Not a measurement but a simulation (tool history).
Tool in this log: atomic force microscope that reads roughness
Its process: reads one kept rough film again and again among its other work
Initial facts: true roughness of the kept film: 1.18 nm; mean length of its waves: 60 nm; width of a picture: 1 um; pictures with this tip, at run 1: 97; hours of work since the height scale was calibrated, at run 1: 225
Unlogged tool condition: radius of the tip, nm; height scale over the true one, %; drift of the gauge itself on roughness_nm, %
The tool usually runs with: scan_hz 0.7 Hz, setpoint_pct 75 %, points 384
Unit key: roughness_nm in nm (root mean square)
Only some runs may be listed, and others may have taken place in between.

| run | hour | scan_hz | setpoint_pct | points | pictures with this tip | hours of work since the height scale was calibrated | roughness_nm |
|---|---|---|---|---|---|---|---|
| 1 | 0 | 0.7 | 75 | 384 | 97 | 225 | 1.101 |
| 2 | 7.5 | 0.7 | 75 | 384 | 105 | 229 | 1.1 |
| 3 | 17.8 | 0.7 | 86 | 384 | 116 | 234 | 1.072 |
| 4 | 27.6 | 0.7 | 75 | 384 | 126 | 239 | 1.092 |
| 5 | 34.3 | 0.7 | 86 | 384 | 133 | 243 | 1.067 |
| 6 | 42.9 | 0.7 | 86 | 384 | 141 | 247 | 1.063 |
| 7 | 51.9 | 0.7 | 75 | 391 | 151 | 252 | 1.099 |
| 8 | 60.1 | 0.7 | 75 | 391 | 159 | 256 | 1.097 |
| 9 | 71.8 | 0.7 | 75 | 391 | 171 | 262 | 1.1 |
| 10 | 79.3 | 0.717 | 75 | 384 | 179 | 266 | 1.098 |
| 11 | 87.8 | 0.717 | 75 | 384 | 188 | 271 | 1.098 |
| 12 | 96.6 | 0.717 | 75 | 384 | 197 | 275 | 1.095 |
| 13 | 101.8 | 0.717 | 75 | 384 | 202 | 278 | 1.091 |
|  | 103.5 | height scale calibrated on a step standard |
| 14 | 111.4 | 0.774 | 59 | 384 | 211 | 4 | 1.122 |
| 15 | 119.1 | 0.837 | 59 | 432 | 219 | 8 | 1.114 |
| 16 | 126 | 0.7 | 75 | 346 | 226 | 12 | 1.095 |
|  | 133.1 | height scale calibrated on a step standard, once more |
| 17 | 133.6 | 0.7 | 75 | 346 | 233 | 0 | 1.093 |
| 18 | 139.7 | 0.7 | 57 | 368 | 239 | 3 | 1.125 |
| 19 | 148.8 | 0.7 | 57 | 368 | 248 | 8 | 1.122 |
| 20 | 160.9 | 1.433 | 57 | 368 | 261 | 14 | 1.106 |
|  | 163.9 | new tip fitted |
| 21 | 166.2 | 1.433 | 57 | 368 | 3 | 17 | 1.134 |
| 22 | 174.5 | 2.001 | 86 | 568 | 11 | 21 | 0.961 |
| 23 | 181.7 | 0.552 | 73 | 584 | 18 | 25 | 1.13 |
| 24 | 188.7 | 0.7 | 85 | 384 | 26 | 29 | 1.08 |

How the hidden state differs across the entries between the runs, from the last listed run before each to the first after it:
Runs 13 to 14: height scale calibrated on a step standard (hour 103.5)
  radius of the tip, nm: 21.3 -> 21.9; height scale over the true one, %: -0.3 -> -0.48
  what was measured, less what the result would be without the hidden state, roughness_nm: -0.024 -> -0.027 nm (root mean square)
Runs 16 to 17: height scale calibrated on a step standard, once more (hour 133.1)
  radius of the tip, nm: 22.9 -> 23.4; height scale over the true one, %: -0.49 -> -0.18
  what was measured, less what the result would be without the hidden state, roughness_nm: -0.028 -> -0.025 nm (root mean square)
Runs 20 to 21: new tip fitted (hour 163.9)
  radius of the tip, nm: 25.2 -> 7.6
  what was measured, less what the result would be without the hidden state, roughness_nm: -0.028 -> -0.004 nm (root mean square)
